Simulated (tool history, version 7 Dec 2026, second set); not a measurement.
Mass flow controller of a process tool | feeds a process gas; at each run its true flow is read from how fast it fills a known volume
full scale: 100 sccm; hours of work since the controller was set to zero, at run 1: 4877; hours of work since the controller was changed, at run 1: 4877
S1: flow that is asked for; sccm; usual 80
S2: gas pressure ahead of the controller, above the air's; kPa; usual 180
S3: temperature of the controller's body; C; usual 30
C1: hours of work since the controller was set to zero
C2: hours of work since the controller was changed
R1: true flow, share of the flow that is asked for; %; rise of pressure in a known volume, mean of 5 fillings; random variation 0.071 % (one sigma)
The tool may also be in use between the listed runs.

run      day  S1   S2  S3    C1    C2     R1
  1    0.000  80  180  30  4877  4877  98.73
  2   10.696  80  180  30  5025  5025  98.57
  3   19.588  80  180  30  5149  5149  98.65
  4   27.583  80  180  29  5259  5259  98.53
  5   38.912  65  180  30  5417  5417  98.49
  6   47.708  26  180  30  5538  5538  99.46
  7   58.058  80  180  38  5682  5682  98.66
  8   68.479  80  147  38  5826  5826  98.84
  9   82.650  51  180  30  6023  6023  98.24
 10   92.429  51  180  30  6158  6158  98.28
 11  104.904  51  180  30  6331  6331  98.20
 12  117.488  80  180  30  6506  6506  98.20
 13  130.733  80  180  30  6689  6689  98.16
 14  141.479  80  180  30  6838  6838  98.13
 15  152.425  80  180  30  6990  6990  98.10
 16  164.692  80  180  30  7160  7160  97.94
     172.796  -- controller exchanged for a calibrated one
 17  176.642  80  181  30    53    53  99.97
     177.779  -- controller's zero set anew
 18  183.625  80  181  30    81   150  99.86
 19  194.879  80  181  30   237   306  99.89
 20  205.417  19  184  24   383   452  98.23
 21  217.704  17  155  30   553   622  98.73
 22  226.483  17  231  30   675   744  98.71
     231.392  -- controller's zero set anew, once more
 23  237.512  46  190  37    85   896  99.00
 24  251.183  80  223  30   274  1086  99.40
 25  260.171  80  223  30   399  1211  99.36
 26  267.062  80  265  37   494  1306  99.62
 27  274.425  15  180  30   597  1408  98.39
 28  283.442  15  180  30   722  1533  98.57
 29  294.425  13  176  23   874  1685  98.56
 30  303.025  45  244  23   993  1805  98.29
 31  313.075  45  214  31  1132  1944  98.56
 32  321.204  23  214  23  1245  2057  98.27
 33  327.067  23  214  21  1326  2138  98.21

3 ways to go on from here, each from the tool as it stands after run 33. What would each give?
  A  336.358  80  180  28  1455  2267   ?
  B  336.358  52  214  34  1455  2267   ?
  C  336.358  80  259  30  1455  2267   ?

run     R1
  A  99.11
  B  98.68
  C  99.12
Without the tool's hidden state the same runs would have given:
run     R1
  A  99.63
  B  99.02
  C  99.64
